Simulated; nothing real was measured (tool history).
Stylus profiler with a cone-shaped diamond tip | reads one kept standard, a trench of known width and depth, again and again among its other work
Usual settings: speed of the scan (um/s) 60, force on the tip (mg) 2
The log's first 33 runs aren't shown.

| run | hour | speed of the scan (um/s) | force on the tip (mg) | scans with this tip | hours of work since the height scale was calibrated | depth of the trench (Å) | width of the trench's floor (µm) |
|---|---|---|---|---|---|---|---|
| 34 | 1731.4 | 23 | 3.14 | 9105 | 211 | 1015.2 | 97.63 |
| 35 | 1774.8 | 174 | 4.39 | 9284 | 233 | 1019.8 | 97.36 |
| 36 | 1839.1 | 48 | 3.97 | 9548 | 266 | 1018.5 | 97.56 |
| 37 | 1884.8 | 48 | 3.97 | 9736 | 289 | 1018.2 | 97.58 |
| 38 | 1929 | 48 | 3.97 | 9917 | 312 | 1018.6 | 97.61 |
|  | 1940.7 | new tip fitted, height scale calibrated |
| 39 | 1986.5 | 23 | 2.37 | 188 | 23 | 1013.9 | 98.52 |
| 40 | 2047.3 | 102 | 2.12 | 438 | 54 | 1011.6 | 98.19 |
| 41 | 2093.3 | 128 | 4.17 | 628 | 78 | 1018.8 | 98.24 |
| 42 | 2166.3 | 26 | 3.3 | 928 | 115 | 1016.1 | 98.48 |

Forecast each of these 5 alternatives for the next run:
| A | 2205.8 | 126 | 2 | 1090 | 135 | ? | ? |
| B | 2205.8 | 34 | 3.3 | 1090 | 135 | ? | ? |
| C | 2205.8 | 101 | 0.67 | 1090 | 135 | ? | ? |
| D | 2205.8 | 166 | 3.3 | 1090 | 135 | ? | ? |
| E | 2205.8 | 23 | 0.93 | 1090 | 135 | ? | ? |

| run | depth of the trench (Å) | width of the trench's floor (µm) |
|---|---|---|
| A | 1011.9 | 98.03 |
| B | 1016.2 | 98.41 |
| C | 1005.8 | 97.9 |
| D | 1016.1 | 98 |
| E | 1007 | 98.37 |
Without the tool's hidden state the same runs would have given:
| run | depth of the trench (Å) | width of the trench's floor (µm) |
|---|---|---|
| A | 1012.5 | 98.14 |
| B | 1016.7 | 98.52 |
| C | 1006.4 | 98.01 |
| D | 1016.7 | 98.11 |
| E | 1007.5 | 98.48 |
